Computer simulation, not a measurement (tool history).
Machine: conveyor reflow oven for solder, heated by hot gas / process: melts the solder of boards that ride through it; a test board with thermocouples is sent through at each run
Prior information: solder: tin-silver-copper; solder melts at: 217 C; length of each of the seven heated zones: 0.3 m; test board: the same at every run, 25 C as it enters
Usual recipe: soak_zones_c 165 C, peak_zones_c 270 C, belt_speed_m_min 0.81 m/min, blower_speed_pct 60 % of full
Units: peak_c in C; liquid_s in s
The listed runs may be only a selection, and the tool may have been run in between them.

{"run": 1, "day": 0.0, "soak_zones_c": 165, "peak_zones_c": 270, "belt_speed_m_min": 0.81, "blower_speed_pct": 60, "peak_c": 243.3, "liquid_s": 25.6}
{"run": 2, "day": 0.492, "soak_zones_c": 165, "peak_zones_c": 270, "belt_speed_m_min": 0.81, "blower_speed_pct": 60, "peak_c": 243.6, "liquid_s": 26.3}
{"run": 3, "day": 0.938, "soak_zones_c": 165, "peak_zones_c": 270, "belt_speed_m_min": 0.81, "blower_speed_pct": 71, "peak_c": 247.3, "liquid_s": 28.4}
{"run": 4, "day": 1.488, "soak_zones_c": 165, "peak_zones_c": 270, "belt_speed_m_min": 0.81, "blower_speed_pct": 71, "peak_c": 250.6, "liquid_s": 30.8}
{"run": 5, "day": 1.833, "soak_zones_c": 165, "peak_zones_c": 270, "belt_speed_m_min": 0.81, "blower_speed_pct": 60, "peak_c": 247.4, "liquid_s": 28.6}
{"run": 6, "day": 2.321, "soak_zones_c": 165, "peak_zones_c": 270, "belt_speed_m_min": 0.81, "blower_speed_pct": 60, "peak_c": 247.5, "liquid_s": 27.9}
{"run": 7, "day": 2.65, "soak_zones_c": 165, "peak_zones_c": 270, "belt_speed_m_min": 0.81, "blower_speed_pct": 60, "peak_c": 247.4, "liquid_s": 28.6}
{"run": 8, "day": 3.054, "soak_zones_c": 165, "peak_zones_c": 270, "belt_speed_m_min": 0.81, "blower_speed_pct": 60, "peak_c": 247.5, "liquid_s": 28.7}
{"run": 9, "day": 3.412, "soak_zones_c": 165, "peak_zones_c": 270, "belt_speed_m_min": 0.81, "blower_speed_pct": 60, "peak_c": 246.8, "liquid_s": 28.8}
{"run": 10, "day": 3.838, "soak_zones_c": 165, "peak_zones_c": 270, "belt_speed_m_min": 0.81, "blower_speed_pct": 60, "peak_c": 247.2, "liquid_s": 28.5}
{"run": 11, "day": 4.204, "soak_zones_c": 158, "peak_zones_c": 267, "belt_speed_m_min": 0.83, "blower_speed_pct": 60, "peak_c": 241.6, "liquid_s": 23.7}
{"run": 12, "day": 4.729, "soak_zones_c": 158, "peak_zones_c": 267, "belt_speed_m_min": 0.83, "blower_speed_pct": 60, "peak_c": 241.6, "liquid_s": 23.3}
{"run": 13, "day": 5.104, "soak_zones_c": 158, "peak_zones_c": 267, "belt_speed_m_min": 0.83, "blower_speed_pct": 60, "peak_c": 242.1, "liquid_s": 23.4}
{"run": 14, "day": 5.5, "soak_zones_c": 158, "peak_zones_c": 267, "belt_speed_m_min": 0.83, "blower_speed_pct": 60, "peak_c": 241.4, "liquid_s": 23.4}
{"run": 15, "day": 6.012, "soak_zones_c": 176, "peak_zones_c": 270, "belt_speed_m_min": 0.81, "blower_speed_pct": 60, "peak_c": 248.2, "liquid_s": 31.9}
{"run": 16, "day": 6.342, "soak_zones_c": 176, "peak_zones_c": 270, "belt_speed_m_min": 0.81, "blower_speed_pct": 60, "peak_c": 248.3, "liquid_s": 31.4}
{"run": 17, "day": 6.638, "soak_zones_c": 165, "peak_zones_c": 258, "belt_speed_m_min": 0.873, "blower_speed_pct": 60, "peak_c": 233.5, "liquid_s": 18.4}
{"run": 18, "day": 7.075, "soak_zones_c": 165, "peak_zones_c": 258, "belt_speed_m_min": 0.873, "blower_speed_pct": 60, "peak_c": 233.4, "liquid_s": 18.3}
{"run": 19, "day": 7.383, "soak_zones_c": 165, "peak_zones_c": 258, "belt_speed_m_min": 0.873, "blower_speed_pct": 60, "peak_c": 233.6, "liquid_s": 17.7}
{"run": 20, "day": 7.9, "soak_zones_c": 158, "peak_zones_c": 267, "belt_speed_m_min": 0.816, "blower_speed_pct": 61, "peak_c": 241.9, "liquid_s": 24.5}

Not shown here: 1 entry made in the log between runs. Locate each between two listed runs and compare the hidden state at the listed run before it with the hidden state at the listed run after it:
Run 3 -> run 4: flux residue cleaned out of gas plates and filters (day 1.433)
  heat that the gas passes to the board, % of a clean oven's: 86.5 -> 99.6; belt's true speed, % of the reading: 99.43 -> 99.42; true gas temperature in zones 6 and 7 over the reading, C: -0.21 -> -0.23
  what was measured, less what the result would be without the hidden state, peak_c: -4.1 -> -0.1 C; liquid_s: -2.3 -> +0.2 s
